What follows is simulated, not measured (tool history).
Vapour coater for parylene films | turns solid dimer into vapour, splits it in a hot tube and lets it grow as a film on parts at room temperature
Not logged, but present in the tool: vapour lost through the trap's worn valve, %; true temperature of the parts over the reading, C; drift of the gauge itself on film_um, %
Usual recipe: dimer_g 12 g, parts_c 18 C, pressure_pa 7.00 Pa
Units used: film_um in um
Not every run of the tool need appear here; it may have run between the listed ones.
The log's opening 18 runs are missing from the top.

run	hour	dimer_g	parts_c	pressure_pa	hours of work since the trap's valve was overhauled	hours of work since the table's thermometer was calibrated	film_um
# hour 554.4: trap's valve overhauled
19	592.5	12	18	7.00	26	540	1.43
20	630.0	12	20	7.00	51	565	1.33
21	652.6	19	18	3.33	66	580	2.60
22	676.1	13	16	2.01	82	596	2.09
23	706.6	7	27	2.05	102	616	0.81
24	748.9	7	22	10.71	131	645	0.67
25	770.0	12	16	2.06	145	659	1.89
26	792.1	12	16	2.06	160	674	1.91
# hour 817.9: trap's valve overhauled, once more
27	837.5	12	16	2.06	13	702	2.13
28	861.2	12	16	2.06	29	718	2.16
29	883.7	12	18	5.50	44	733	1.66
30	925.8	8	17	2.16	72	761	1.38
31	944.3	8	17	2.16	85	773	1.36
32	974.2	12	18	3.38	105	793	1.80
33	1004.3	5	25	4.36	125	814	0.58
34	1030.1	14	18	7.88	142	831	1.73
35	1059.8	12	16	7.00	162	851	1.64
36	1092.3	12	27	3.68	184	873	1.38

Run 37, settings as shown, results not yet in. Your forecast:
37	1114.2	8	18	2.17	199	887	?

{"run 37": {"film_um": 1.31}}
Had the tool carried no hidden state, the very same run would have given film_um 1.38 um.

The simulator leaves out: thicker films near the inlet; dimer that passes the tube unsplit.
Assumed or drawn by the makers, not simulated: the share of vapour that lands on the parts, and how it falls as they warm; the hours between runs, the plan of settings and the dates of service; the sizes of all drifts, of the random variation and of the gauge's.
